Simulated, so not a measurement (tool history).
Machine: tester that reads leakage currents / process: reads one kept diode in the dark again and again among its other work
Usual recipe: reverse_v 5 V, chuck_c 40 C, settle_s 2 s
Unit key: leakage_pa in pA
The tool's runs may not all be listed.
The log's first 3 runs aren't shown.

run	hour	reverse_v	chuck_c	settle_s	leakage_pa
4	208.5	5	25	2	58.85
5	304.4	5	25	2	59.09
6	365.6	5	40	2	159.95
7	435.3	5	40	2	159.77
8	483.2	5	40	0.84	159.36
9	530.7	5	40	2	159.64
# hour 601.5: probe card cleaned and baked
10	610.5	5	40	2	145.45
11	706.6	5	40	2	145.43
12	764	7.2	40	2	172.11
13	817.5	7.2	40	2	171.9
14	884.4	3.57	40	2	123.88
15	974.7	5	40	0.31	146.41
16	1066	5	40	0.31	145.43
17	1117.9	5	40	0.31	145.71
18	1174.5	5	40	0.31	146.31
19	1248.3	5	40	0.31	145.03
20	1307.9	5	40	2	143.48
# hour 1315.3: tester calibrated
21	1371.6	5	40	2	143.33
22	1450.8	5	40	2	143.39

Forecast run 23:
23	1492.8	4.01	35	1.76	?

leakage_pa: 88.86 pA
Without the tool's hidden state the same run would have given leakage_pa 103.19 pA.
